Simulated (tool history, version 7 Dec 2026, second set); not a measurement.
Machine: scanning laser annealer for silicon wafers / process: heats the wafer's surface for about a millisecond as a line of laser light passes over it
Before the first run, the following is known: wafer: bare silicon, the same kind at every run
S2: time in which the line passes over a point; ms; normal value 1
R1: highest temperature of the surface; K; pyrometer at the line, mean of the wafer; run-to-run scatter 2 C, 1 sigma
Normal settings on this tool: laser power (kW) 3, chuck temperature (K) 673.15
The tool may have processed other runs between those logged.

{"run": 1, "hour": 0.0, "laser power (kW)": 3, "S2": 1, "chuck temperature (K)": 673.15, "R1": 1519.15}
{"run": 2, "hour": 45.8, "laser power (kW)": 3, "S2": 1, "chuck temperature (K)": 673.15, "R1": 1521.15}
{"run": 3, "hour": 74.4, "laser power (kW)": 3, "S2": 1, "chuck temperature (K)": 668.15, "R1": 1518.15}
{"run": 4, "hour": 109.7, "laser power (kW)": 3, "S2": 0.86, "chuck temperature (K)": 668.15, "R1": 1451.15}
{"run": 5, "hour": 148.7, "laser power (kW)": 3, "S2": 0.86, "chuck temperature (K)": 668.15, "R1": 1448.15}
{"run": 6, "hour": 195.1, "laser power (kW)": 3, "S2": 1, "chuck temperature (K)": 673.15, "R1": 1522.15}
{"run": 7, "hour": 235.3, "laser power (kW)": 3, "S2": 1, "chuck temperature (K)": 673.15, "R1": 1523.15}
{"run": 8, "hour": 264.7, "laser power (kW)": 3, "S2": 0.77, "chuck temperature (K)": 673.15, "R1": 1414.15}
{"run": 9, "hour": 302.9, "laser power (kW)": 3, "S2": 0.75, "chuck temperature (K)": 673.15, "R1": 1399.15}
{"run": 10, "hour": 334.1, "laser power (kW)": 3, "S2": 1, "chuck temperature (K)": 713.15, "R1": 1562.15}
{"run": 11, "hour": 360.9, "laser power (kW)": 2.768, "S2": 1, "chuck temperature (K)": 673.15, "R1": 1453.15}
{"run": 12, "hour": 383.4, "laser power (kW)": 3, "S2": 1, "chuck temperature (K)": 710.15, "R1": 1559.15}
{"run": 13, "hour": 406.5, "laser power (kW)": 3, "S2": 1, "chuck temperature (K)": 672.15, "R1": 1521.15}
{"run": 14, "hour": 450.4, "laser power (kW)": 3, "S2": 1, "chuck temperature (K)": 673.15, "R1": 1521.15}
{"run": 15, "hour": 482.6, "laser power (kW)": 3, "S2": 1, "chuck temperature (K)": 673.15, "R1": 1522.15}
{"run": 16, "hour": 525.9, "laser power (kW)": 3, "S2": 1, "chuck temperature (K)": 673.15, "R1": 1523.15}
{"run": 17, "hour": 556.9, "laser power (kW)": 3, "S2": 1, "chuck temperature (K)": 691.15, "R1": 1542.15}
{"run": 18, "hour": 590.5, "laser power (kW)": 3.182, "S2": 1, "chuck temperature (K)": 673.15, "R1": 1571.15}
{"run": 19, "hour": 625.0, "laser power (kW)": 3.182, "S2": 0.78, "chuck temperature (K)": 673.15, "R1": 1466.15}
{"run": 20, "hour": 647.5, "laser power (kW)": 3, "S2": 1.06, "chuck temperature (K)": 673.15, "R1": 1546.15}
{"run": 21, "hour": 673.0, "laser power (kW)": 3, "S2": 1, "chuck temperature (K)": 673.15, "R1": 1522.15}
{"run": 22, "hour": 718.8, "laser power (kW)": 2.847, "S2": 1, "chuck temperature (K)": 639.15, "R1": 1438.15}
{"run": 23, "hour": 752.7, "laser power (kW)": 3.16, "S2": 1, "chuck temperature (K)": 673.15, "R1": 1571.15}
{"run": 24, "hour": 782.0, "laser power (kW)": 3.16, "S2": 1, "chuck temperature (K)": 673.15, "R1": 1570.15}
{"run": 25, "hour": 811.2, "laser power (kW)": 2.812, "S2": 1, "chuck temperature (K)": 684.15, "R1": 1473.15}
{"run": 26, "hour": 844.6, "laser power (kW)": 2.812, "S2": 1, "chuck temperature (K)": 684.15, "R1": 1476.15}
{"hour": 850.9, "done": "window over the wafer cleaned"}
{"run": 27, "hour": 880.5, "laser power (kW)": 3.056, "S2": 1.15, "chuck temperature (K)": 686.15, "R1": 1621.15}
{"run": 28, "hour": 928.9, "laser power (kW)": 3, "S2": 0.79, "chuck temperature (K)": 673.15, "R1": 1418.15}
{"run": 29, "hour": 951.7, "laser power (kW)": 3, "S2": 0.79, "chuck temperature (K)": 658.15, "R1": 1407.15}
{"run": 30, "hour": 972.3, "laser power (kW)": 3, "S2": 0.79, "chuck temperature (K)": 658.15, "R1": 1406.15}
{"run": 31, "hour": 1006.7, "laser power (kW)": 3.226, "S2": 0.79, "chuck temperature (K)": 699.15, "R1": 1503.15}
{"run": 32, "hour": 1054.5, "laser power (kW)": 3.161, "S2": 0.9, "chuck temperature (K)": 702.15, "R1": 1552.15}
{"run": 33, "hour": 1075.9, "laser power (kW)": 2.726, "S2": 0.75, "chuck temperature (K)": 702.15, "R1": 1363.15}
{"run": 34, "hour": 1110.5, "laser power (kW)": 2.726, "S2": 0.75, "chuck temperature (K)": 700.15, "R1": 1358.15}
{"run": 35, "hour": 1158.6, "laser power (kW)": 3.135, "S2": 0.81, "chuck temperature (K)": 678.15, "R1": 1474.15}
{"run": 36, "hour": 1181.5, "laser power (kW)": 3, "S2": 0.96, "chuck temperature (K)": 634.15, "R1": 1466.15}
{"run": 37, "hour": 1220.6, "laser power (kW)": 3, "S2": 1, "chuck temperature (K)": 647.15, "R1": 1492.15}
{"run": 38, "hour": 1243.7, "laser power (kW)": 3, "S2": 1, "chuck temperature (K)": 647.15, "R1": 1498.15}
{"run": 39, "hour": 1273.8, "laser power (kW)": 3, "S2": 1, "chuck temperature (K)": 638.15, "R1": 1485.15}
{"run": 40, "hour": 1322.1, "laser power (kW)": 2.775, "S2": 0.88, "chuck temperature (K)": 679.15, "R1": 1403.15}
{"run": 41, "hour": 1361.3, "laser power (kW)": 2.775, "S2": 0.88, "chuck temperature (K)": 679.15, "R1": 1408.15}

Forecast each of these 4 alternatives for the next run:
{"run": "A", "hour": 1397.3, "laser power (kW)": 3.06, "S2": 1, "chuck temperature (K)": 673.15, "R1": "?"}
{"run": "B", "hour": 1397.3, "laser power (kW)": 3.272, "S2": 1.17, "chuck temperature (K)": 685.15, "R1": "?"}
{"run": "C", "hour": 1397.3, "laser power (kW)": 3, "S2": 1.02, "chuck temperature (K)": 673.15, "R1": "?"}
{"run": "D", "hour": 1397.3, "laser power (kW)": 3, "S2": 1, "chuck temperature (K)": 703.15, "R1": "?"}

run=A R1=1537.15
run=B R1=1697.15
run=C R1=1531.15
run=D R1=1552.15
What these runs would have given with no unlogged condition in the tool:
run=A R1=1538.15
run=B R1=1698.15
run=C R1=1532.15
run=D R1=1552.15
